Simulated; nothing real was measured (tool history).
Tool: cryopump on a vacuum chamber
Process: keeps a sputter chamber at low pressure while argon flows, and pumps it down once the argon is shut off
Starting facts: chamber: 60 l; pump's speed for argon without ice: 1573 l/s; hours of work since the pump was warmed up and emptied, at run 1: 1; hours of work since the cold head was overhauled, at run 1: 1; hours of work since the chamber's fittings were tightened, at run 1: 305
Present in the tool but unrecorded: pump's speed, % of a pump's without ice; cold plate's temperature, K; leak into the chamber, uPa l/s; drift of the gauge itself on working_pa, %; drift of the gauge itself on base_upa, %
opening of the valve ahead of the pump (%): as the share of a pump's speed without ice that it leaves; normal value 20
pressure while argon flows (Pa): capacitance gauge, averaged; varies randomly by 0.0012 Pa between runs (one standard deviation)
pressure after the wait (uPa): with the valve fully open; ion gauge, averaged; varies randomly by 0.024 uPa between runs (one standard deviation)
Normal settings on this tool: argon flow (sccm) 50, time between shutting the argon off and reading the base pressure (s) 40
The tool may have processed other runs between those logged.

run,day,argon flow (sccm),time between shutting the argon off and reading the base pressure (s),opening of the valve ahead of the pump (%),hours of work since the pump was warmed up and emptied,hours of work since the cold head was overhauled,hours of work since the chamber's fittings were tightened,pressure while argon flows (Pa),pressure after the wait (uPa)
1,0,50,40,20,1,1,305,0.2729,0.89
2,0.267,24,40,20,4,4,309,0.1306,0.97
3,0.554,24,40,20,8,8,313,0.1292,0.93
4,1.096,50,40,20,16,16,321,0.269,0.91
5,1.404,50,40,20,20,20,325,0.2691,0.94
6,1.692,50,40,20,24,24,329,0.2709,0.96
7,2.088,50,20,20,30,30,335,0.2711,1.74
8,2.517,24,20,20,36,36,340,0.1292,1.65
9,3.1,24,20,20,44,44,349,0.1313,1.68
10,3.388,24,20,20,48,48,353,0.1312,1.68
11,3.692,24,20,20,52,52,357,0.1305,1.67
12,4.158,24,20,20,58,58,363,0.1302,1.67
13,4.538,50,40,20,64,64,369,0.2736,0.96
14,5.008,50,40,20,70,70,375,0.2754,1.02
15,5.646,50,40,20,79,79,384,0.2758,0.98
16,5.908,50,40,20,83,83,388,0.2746,1.01
17,6.333,50,64,20,89,89,394,0.2759,0.76
18,6.658,50,40,20,93,93,398,0.2737,0.97
19,7.246,37,40,33,101,101,406,0.1234,1.02
20,7.612,60,230,20,107,107,411,0.3303,0.46
21,7.9,60,230,20,111,111,415,0.3297,0.44
22,8.321,50,60,18,116,116,421,0.3082,0.77
23,8.958,92,256,57,125,125,430,0.1904,0.42
24,9.492,23,223,20,133,133,438,0.1285,0.44
25,9.867,30,40,37,138,138,443,0.0941,1.01
26,10.462,61,272,45,146,146,451,0.1603,0.45
27,10.871,61,175,20,152,152,457,0.3424,0.52
28,11.392,69,22,21,159,159,464,0.3695,1.6
29,11.904,69,44,21,166,166,471,0.3692,1
30,12.367,69,44,21,173,173,478,0.3727,0.94
31,12.925,44,91,41,181,181,485,0.1276,0.65
32,13.567,55,176,41,189,189,494,0.1613,0.55
33,13.883,50,40,41,194,194,499,0.1448,1.04
34,14.533,50,40,41,203,203,508,0.1478,1.05
35,14.996,26,40,20,209,209,514,0.1481,1.07

Measured less the same run without the tool's hidden state. The same run-to-run variation is in both; the gauge's scatter may not be:
run,pressure while argon flows (Pa),pressure after the wait (uPa)
1,+0.0009,+0.06
2,+0.0005,+0.07
3,+0.0006,+0.06
4,+0.0018,+0.06
5,+0.002,+0.08
6,+0.0023,+0.07
7,+0.0027,+0.07
8,+0.0015,+0.08
9,+0.0017,+0.08
10,+0.0019,+0.09
11,+0.002,+0.08
12,+0.0022,+0.09
13,+0.005,+0.09
14,+0.0054,+0.09
15,+0.0061,+0.1
16,+0.0063,+0.11
17,+0.0068,+0.11
18,+0.0071,+0.11
19,+0.0056,+0.11
20,+0.0097,+0.11
21,+0.01,+0.11
22,+0.0088,+0.12
23,+0.0176,+0.12
24,+0.0046,+0.13
25,+0.0064,+0.13
26,+0.0139,+0.14
27,+0.0144,+0.14
28,+0.0171,+0.15
29,+0.018,+0.16
30,+0.0189,+0.15
31,+0.0127,+0.16
32,+0.0167,+0.17
33,+0.0155,+0.17
34,+0.0166,+0.18
35,+0.0089,+0.19
